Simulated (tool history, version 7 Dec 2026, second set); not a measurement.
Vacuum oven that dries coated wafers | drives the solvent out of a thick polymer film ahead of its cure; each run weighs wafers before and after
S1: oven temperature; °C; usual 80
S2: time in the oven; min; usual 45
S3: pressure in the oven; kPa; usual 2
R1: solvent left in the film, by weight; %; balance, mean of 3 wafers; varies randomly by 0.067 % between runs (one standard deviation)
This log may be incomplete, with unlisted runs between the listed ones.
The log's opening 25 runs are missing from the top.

Run 26, hour 216: usual settings but S1 74 °C, S2 29 min, S3 3 kPa. Result: R1 9.24 %.
Run 27, hour 222.4: usual settings but S1 76 °C, S2 57 min, S3 3 kPa. Result: R1 4.82 %.
Run 28, hour 229.9: usual settings but S1 66 °C, S2 41 min. Result: R1 10.1 %.
Run 29, hour 237.2: usual settings but S1 66 °C, S2 41 min. Result: R1 10.05 %.
Run 30, hour 245.7: usual settings but S1 66 °C, S2 60 min, S3 2.98 kPa. Result: R1 8.37 %.
Run 31, hour 251.3: usual settings but S1 88 °C, S2 60 min, S3 4.79 kPa. Result: R1 1.97 %.
Run 32, hour 256.2: usual settings but S2 75 min. Result: R1 2.1 %.
Run 33, hour 263.5: usual settings but S1 91 °C, S2 75 min, S3 1.52 kPa. Result: R1 0.6 %.
Run 34, hour 274.4: usual settings but S1 91 °C, S2 75 min, S3 1.52 kPa. Result: R1 0.53 %.

Each row is a separate what-if for the run after 34, all from the same tool condition, not one after another. Results?
Run A, hour 284.2: usual settings but S1 91 °C, S2 49 min, S3 1.52 kPa. Result: R1 ?.
Run B, hour 284.2: usual settings but S3 3.3 kPa. Result: R1 ?.
Run C, hour 284.2: usual settings but S1 91 °C, S2 43 min, S3 1.52 kPa. Result: R1 ?.
Run D, hour 284.2: usual settings but S1 91 °C, S2 67 min, S3 1.52 kPa. Result: R1 ?.
Run E, hour 284.2: usual settings but S1 75 °C, S2 48 min, S3 3.5 kPa. Result: R1 ?.

run    R1
  A  1.25
  B  4.73
  C   1.7
  D  0.73
  E  6.31
Stripped of hidden state, with their random variation kept, the same runs would have yielded:
run    R1
  A  1.24
  B  4.71
  C  1.69
  D  0.73
  E  6.29
